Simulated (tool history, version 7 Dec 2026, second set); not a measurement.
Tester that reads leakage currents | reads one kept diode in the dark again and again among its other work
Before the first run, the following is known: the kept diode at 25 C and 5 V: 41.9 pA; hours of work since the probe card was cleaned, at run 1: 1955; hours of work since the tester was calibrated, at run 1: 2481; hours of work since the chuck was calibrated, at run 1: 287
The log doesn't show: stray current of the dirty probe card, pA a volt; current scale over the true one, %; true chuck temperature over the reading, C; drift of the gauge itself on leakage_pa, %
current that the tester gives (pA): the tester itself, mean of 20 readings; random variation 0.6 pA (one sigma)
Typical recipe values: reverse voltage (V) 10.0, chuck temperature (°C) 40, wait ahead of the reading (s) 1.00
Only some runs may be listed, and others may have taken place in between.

run,day,reverse voltage (V),chuck temperature (°C),wait ahead of the reading (s),hours of work since the probe card was cleaned,hours of work since the tester was calibrated,hours of work since the chuck was calibrated,current that the tester gives (pA)
1,0.000,10.0,40,1.00,1955,2481,287,207.33
# day 2.212: tester calibrated
2,2.758,10.0,40,1.00,2004,10,336,210.55
3,5.325,10.0,40,2.20,2052,58,384,210.55
4,8.617,10.0,40,2.20,2113,119,445,210.76
5,10.800,10.0,40,4.65,2154,159,486,208.95
6,13.675,10.0,40,1.00,2207,213,539,210.24
7,16.754,10.0,40,1.00,2264,270,596,210.43
8,18.892,10.0,40,1.00,2304,309,636,209.41
9,22.704,11.4,40,2.52,2374,380,706,226.82
10,26.425,4.2,40,6.77,2443,449,775,121.19
11,29.892,18.5,30,6.77,2508,513,840,163.73
12,33.046,18.5,26,3.27,2566,572,898,129.09
13,35.567,3.2,40,6.38,2613,618,945,102.28
14,38.792,3.2,40,6.38,2673,678,1005,102.13
15,40.967,2.3,39,1.52,2713,719,1045,77.98
16,44.442,8.5,31,0.46,2777,783,1109,105.18

Some steps in current that the tester gives (pA) between neighbouring runs. How much of each would the tool show without its hidden state too (settings, what came in, random variation), and how much is left for the hidden state, with any gauge scatter that isn't in both results?
Run 9 -> 10: reverse voltage (V) 11.4 -> 4.2, wait ahead of the reading (s) 2.52 -> 6.77. current that the tester gives (pA) -105.63: hidden state -8.67, all else -96.96.
Run 12 -> 13: reverse voltage (V) 18.5 -> 3.2, chuck temperature (°C) 26 -> 40, wait ahead of the reading (s) 3.27 -> 6.38. current that the tester gives (pA) -26.81: hidden state -29.09, all else +2.28.
